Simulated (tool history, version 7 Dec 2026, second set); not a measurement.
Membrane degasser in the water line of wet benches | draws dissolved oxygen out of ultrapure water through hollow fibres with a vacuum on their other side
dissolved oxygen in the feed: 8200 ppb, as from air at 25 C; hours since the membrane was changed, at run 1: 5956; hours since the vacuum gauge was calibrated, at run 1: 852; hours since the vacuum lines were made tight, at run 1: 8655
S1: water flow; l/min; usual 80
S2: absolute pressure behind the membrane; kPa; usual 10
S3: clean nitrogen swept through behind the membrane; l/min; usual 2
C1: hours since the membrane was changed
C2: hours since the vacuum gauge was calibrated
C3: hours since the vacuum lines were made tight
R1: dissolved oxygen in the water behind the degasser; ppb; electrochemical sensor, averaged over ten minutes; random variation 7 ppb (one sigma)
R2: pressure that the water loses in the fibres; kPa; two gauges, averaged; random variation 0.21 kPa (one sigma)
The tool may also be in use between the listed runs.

{"run": 1, "hour": 0.0, "S1": 80, "S2": 10, "S3": 2, "C1": 5956, "C2": 852, "C3": 8655, "R1": 720.2, "R2": 50.6}
{"run": 2, "hour": 183.3, "S1": 80, "S2": 10, "S3": 2, "C1": 6140, "C2": 1035, "C3": 8838, "R1": 725.2, "R2": 50.79}
{"run": 3, "hour": 360.6, "S1": 80, "S2": 10, "S3": 2, "C1": 6317, "C2": 1213, "C3": 9016, "R1": 730.7, "R2": 51.05}
{"run": 4, "hour": 584.2, "S1": 80, "S2": 10, "S3": 0.84, "C1": 6541, "C2": 1436, "C3": 9239, "R1": 1117.3, "R2": 50.81}
{"run": 5, "hour": 779.4, "S1": 80, "S2": 10, "S3": 2, "C1": 6736, "C2": 1631, "C3": 9434, "R1": 728.9, "R2": 51.03}
{"run": 6, "hour": 914.3, "S1": 80, "S2": 10, "S3": 2, "C1": 6871, "C2": 1766, "C3": 9569, "R1": 727.6, "R2": 51.04}
{"run": 7, "hour": 1051.1, "S1": 80, "S2": 10, "S3": 2, "C1": 7007, "C2": 1903, "C3": 9706, "R1": 725, "R2": 50.87}
{"run": 8, "hour": 1243.6, "S1": 80, "S2": 10, "S3": 2, "C1": 7200, "C2": 2095, "C3": 9899, "R1": 721.1, "R2": 50.59}
{"run": 9, "hour": 1473.1, "S1": 80, "S2": 10, "S3": 2, "C1": 7429, "C2": 2325, "C3": 10128, "R1": 732, "R2": 50.71}
{"run": 10, "hour": 1665.6, "S1": 80, "S2": 10, "S3": 2, "C1": 7622, "C2": 2518, "C3": 10321, "R1": 728.6, "R2": 50.82}
{"hour": 1800.3, "done": "seals of the vacuum lines changed"}
{"run": 11, "hour": 1873.5, "S1": 80, "S2": 14.2, "S3": 2, "C1": 7828, "C2": 2723, "C3": 73, "R1": 997.1, "R2": 50.9}
{"run": 12, "hour": 2017.8, "S1": 80, "S2": 10, "S3": 2, "C1": 7972, "C2": 2868, "C3": 218, "R1": 733.5, "R2": 50.9}
{"run": 13, "hour": 2210.6, "S1": 80, "S2": 10, "S3": 1.94, "C1": 8165, "C2": 3060, "C3": 410, "R1": 737.3, "R2": 51.24}
{"run": 14, "hour": 2446.5, "S1": 80, "S2": 10, "S3": 1.94, "C1": 8401, "C2": 3296, "C3": 646, "R1": 753.9, "R2": 51}
{"run": 15, "hour": 2624.8, "S1": 80, "S2": 10, "S3": 1.93, "C1": 8579, "C2": 3475, "C3": 825, "R1": 737.3, "R2": 50.73}
{"run": 16, "hour": 2769.8, "S1": 80, "S2": 10, "S3": 1.93, "C1": 8724, "C2": 3620, "C3": 970, "R1": 760.9, "R2": 51.29}
{"run": 17, "hour": 2995.3, "S1": 81, "S2": 18.3, "S3": 1.34, "C1": 8950, "C2": 3845, "C3": 1195, "R1": 1630.8, "R2": 51.96}
{"run": 18, "hour": 3100.0, "S1": 77, "S2": 10.8, "S3": 1.34, "C1": 9054, "C2": 3950, "C3": 1300, "R1": 949.1, "R2": 49.08}
{"run": 19, "hour": 3331.7, "S1": 80, "S2": 10, "S3": 1.82, "C1": 9286, "C2": 4182, "C3": 1531, "R1": 779.1, "R2": 51.59}
{"run": 20, "hour": 3546.4, "S1": 80, "S2": 10.6, "S3": 3.04, "C1": 9501, "C2": 4396, "C3": 1746, "R1": 622.8, "R2": 51.73}
{"run": 21, "hour": 3683.5, "S1": 121, "S2": 10.6, "S3": 3.04, "C1": 9638, "C2": 4533, "C3": 1883, "R1": 964.6, "R2": 77.72}
{"run": 22, "hour": 3845.3, "S1": 104, "S2": 13.7, "S3": 2.32, "C1": 9800, "C2": 4695, "C3": 2045, "R1": 1152.1, "R2": 66.98}
{"run": 23, "hour": 4067.2, "S1": 77, "S2": 8.7, "S3": 2.32, "C1": 10021, "C2": 4917, "C3": 2267, "R1": 578.5, "R2": 49.49}
{"run": 24, "hour": 4251.5, "S1": 88, "S2": 24.3, "S3": 2, "C1": 10206, "C2": 5101, "C3": 2451, "R1": 1780.7, "R2": 56.49}
{"run": 25, "hour": 4472.2, "S1": 88, "S2": 24.3, "S3": 2, "C1": 10427, "C2": 5322, "C3": 2672, "R1": 1748.7, "R2": 56.81}
{"run": 26, "hour": 4624.7, "S1": 88, "S2": 24.3, "S3": 2, "C1": 10579, "C2": 5475, "C3": 2824, "R1": 1735.3, "R2": 56.45}
{"run": 27, "hour": 4833.1, "S1": 88, "S2": 24.3, "S3": 2, "C1": 10787, "C2": 5683, "C3": 3033, "R1": 1739.4, "R2": 56.9}
{"run": 28, "hour": 4992.5, "S1": 92, "S2": 24.3, "S3": 5.3, "C1": 10947, "C2": 5842, "C3": 3192, "R1": 1022.3, "R2": 59.4}
{"run": 29, "hour": 5123.4, "S1": 76, "S2": 24.3, "S3": 0.8, "C1": 11078, "C2": 5973, "C3": 3323, "R1": 2616.7, "R2": 48.95}
{"run": 30, "hour": 5273.1, "S1": 76, "S2": 24.3, "S3": 0.8, "C1": 11227, "C2": 6123, "C3": 3473, "R1": 2615.5, "R2": 48.88}
{"run": 31, "hour": 5467.4, "S1": 76, "S2": 24.3, "S3": 0.8, "C1": 11422, "C2": 6317, "C3": 3667, "R1": 2581.8, "R2": 49.44}

3 ways to go on from here, each from the tool as it stands after run 31. What would each give?
{"run": "A", "hour": 5608.0, "S1": 127, "S2": 24.3, "S3": 0.8, "C1": 11562, "C2": 6458, "C3": 3808, "R1": "?", "R2": "?"}
{"run": "B", "hour": 5608.0, "S1": 65, "S2": 9.7, "S3": 0.89, "C1": 11562, "C2": 6458, "C3": 3808, "R1": "?", "R2": "?"}
{"run": "C", "hour": 5608.0, "S1": 80, "S2": 6.7, "S3": 2.19, "C1": 11562, "C2": 6458, "C3": 3808, "R1": "?", "R2": "?"}

run=A R1=3380.3 R2=81.96
run=B R1=939.9 R2=42.33
run=C R1=497.1 R2=51.76
Without the tool's hidden state the same runs would have given:
run=A R1=3333.6 R2=78.07
run=B R1=889 R2=40.33
run=C R1=443.6 R2=49.29
